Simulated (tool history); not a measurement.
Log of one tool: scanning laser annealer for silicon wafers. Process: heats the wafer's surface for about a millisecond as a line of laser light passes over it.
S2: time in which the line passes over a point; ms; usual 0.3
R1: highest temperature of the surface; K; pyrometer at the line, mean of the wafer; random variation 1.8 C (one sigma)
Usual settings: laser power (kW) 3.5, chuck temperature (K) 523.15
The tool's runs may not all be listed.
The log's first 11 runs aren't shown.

run 12 hour=785.4 | laser_power_(kW)=3.5 S2=0.305 chuck_temperature_(K)=523.15 | R1=1262.15
-- hour=885.4 optics aligned, line set to its width, once more
run 13 hour=885.4 | laser_power_(kW)=3.5 S2=0.305 chuck_temperature_(K)=523.15 | R1=1278.15
run 14 hour=983.4 | laser_power_(kW)=3.5 S2=0.305 chuck_temperature_(K)=523.15 | R1=1269.15
run 15 hour=1051.9 | laser_power_(kW)=3.5 S2=0.305 chuck_temperature_(K)=523.15 | R1=1265.15
-- hour=1093.5 window over the wafer cleaned
run 16 hour=1128.3 | laser_power_(kW)=3.5 S2=0.305 chuck_temperature_(K)=523.15 | R1=1298.15
run 17 hour=1178.5 | laser_power_(kW)=3.442 S2=0.305 chuck_temperature_(K)=523.15 | R1=1278.15
run 18 hour=1277.8 | laser_power_(kW)=3.442 S2=0.305 chuck_temperature_(K)=523.15 | R1=1271.15
run 19 hour=1323.1 | laser_power_(kW)=3.5 S2=0.284 chuck_temperature_(K)=523.15 | R1=1256.15
run 20 hour=1385.9 | laser_power_(kW)=3.5 S2=0.255 chuck_temperature_(K)=523.15 | R1=1210.15
run 21 hour=1456.9 | laser_power_(kW)=3.5 S2=0.255 chuck_temperature_(K)=523.15 | R1=1207.15
run 22 hour=1519.6 | laser_power_(kW)=3.5 S2=0.23 chuck_temperature_(K)=514.15 | R1=1157.15
run 23 hour=1567.1 | laser_power_(kW)=3.319 S2=0.254 chuck_temperature_(K)=524.15 | R1=1149.15
run 24 hour=1610.6 | laser_power_(kW)=3.319 S2=0.254 chuck_temperature_(K)=524.15 | R1=1149.15
run 25 hour=1668.5 | laser_power_(kW)=3.319 S2=0.254 chuck_temperature_(K)=524.15 | R1=1145.15
-- hour=1677.5 window over the wafer cleaned
run 26 hour=1739.7 | laser_power_(kW)=3.319 S2=0.254 chuck_temperature_(K)=524.15 | R1=1171.15
run 27 hour=1784.8 | laser_power_(kW)=3.228 S2=0.3 chuck_temperature_(K)=523.15 | R1=1197.15
run 28 hour=1875.3 | laser_power_(kW)=3.228 S2=0.3 chuck_temperature_(K)=523.15 | R1=1192.15
run 29 hour=1964.9 | laser_power_(kW)=3.42 S2=0.268 chuck_temperature_(K)=495.15 | R1=1171.15
run 30 hour=2049.9 | laser_power_(kW)=3.42 S2=0.268 chuck_temperature_(K)=495.15 | R1=1166.15
run 31 hour=2094 | laser_power_(kW)=3.42 S2=0.268 chuck_temperature_(K)=495.15 | R1=1163.15
run 32 hour=2179.3 | laser_power_(kW)=3.108 S2=0.226 chuck_temperature_(K)=528.15 | R1=1061.15
-- hour=2263.7 window over the wafer cleaned
run 33 hour=2277.7 | laser_power_(kW)=3.256 S2=0.334 chuck_temperature_(K)=528.15 | R1=1254.15
run 34 hour=2367.1 | laser_power_(kW)=3.5 S2=0.258 chuck_temperature_(K)=548.15 | R1=1241.15

Run 35 comes next. What will it give?
run 35 hour=2464.1 | laser_power_(kW)=3.5 S2=0.258 chuck_temperature_(K)=548.15 | R1=?

{"run 35": {"R1": 1233.15}}
Without the tool's hidden state the same run would have given R1 1276.15 K.
